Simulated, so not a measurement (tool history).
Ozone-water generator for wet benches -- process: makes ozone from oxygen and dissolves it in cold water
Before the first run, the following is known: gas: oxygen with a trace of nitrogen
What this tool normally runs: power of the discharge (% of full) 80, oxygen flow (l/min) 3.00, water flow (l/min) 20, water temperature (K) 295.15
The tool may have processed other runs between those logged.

run,hour,power of the discharge (% of full),oxygen flow (l/min),water flow (l/min),water temperature (K),dissolved ozone (ppm),ozone in the gas ahead of the water (g/m3)
1,0.0,80,3.00,20,295.15,18.0,288.5
2,73.8,80,3.00,20,295.15,17.9,293.2
3,153.1,80,3.00,20,295.15,18.1,290.7
4,203.1,80,3.00,20,295.15,17.8,291.0
5,289.0,80,3.00,20,295.15,17.7,290.9
6,369.7,80,3.00,20,295.15,17.8,291.4
7,443.8,80,3.00,30,295.15,11.6,285.5
8,517.5,80,3.00,20,295.15,17.7,287.4
9,558.1,80,3.00,20,295.15,17.8,289.3
10,649.5,55,3.00,20,288.15,15.4,234.8
11,735.7,73,3.00,20,295.15,16.6,274.3
12,806.7,73,3.00,20,298.15,16.0,273.1
13,888.8,87,3.48,20,299.15,17.7,279.2
14,983.1,87,2.27,17,299.15,19.7,345.3
15,1030.6,87,2.27,17,299.15,19.3,342.6

4 options for the next run, each taken on its own from the tool as it stands now. Forecast them:
A,1099.3,79,5.13,17,299.15,?,?
B,1099.3,87,2.27,15,299.15,?,?
C,1099.3,53,3.00,16,295.15,?,?
D,1099.3,80,1.65,20,295.15,?,?

run,dissolved ozone (ppm),ozone in the gas ahead of the water (g/m3)
A,19.4,218.2
B,21.7,341.3
C,17.1,227.0
D,15.0,379.3
Had the tool no hidden state, the same runs would have come out as:
run,dissolved ozone (ppm),ozone in the gas ahead of the water (g/m3)
A,20.6,225.6
B,23.0,353.5
C,18.0,233.1
D,16.0,392.3
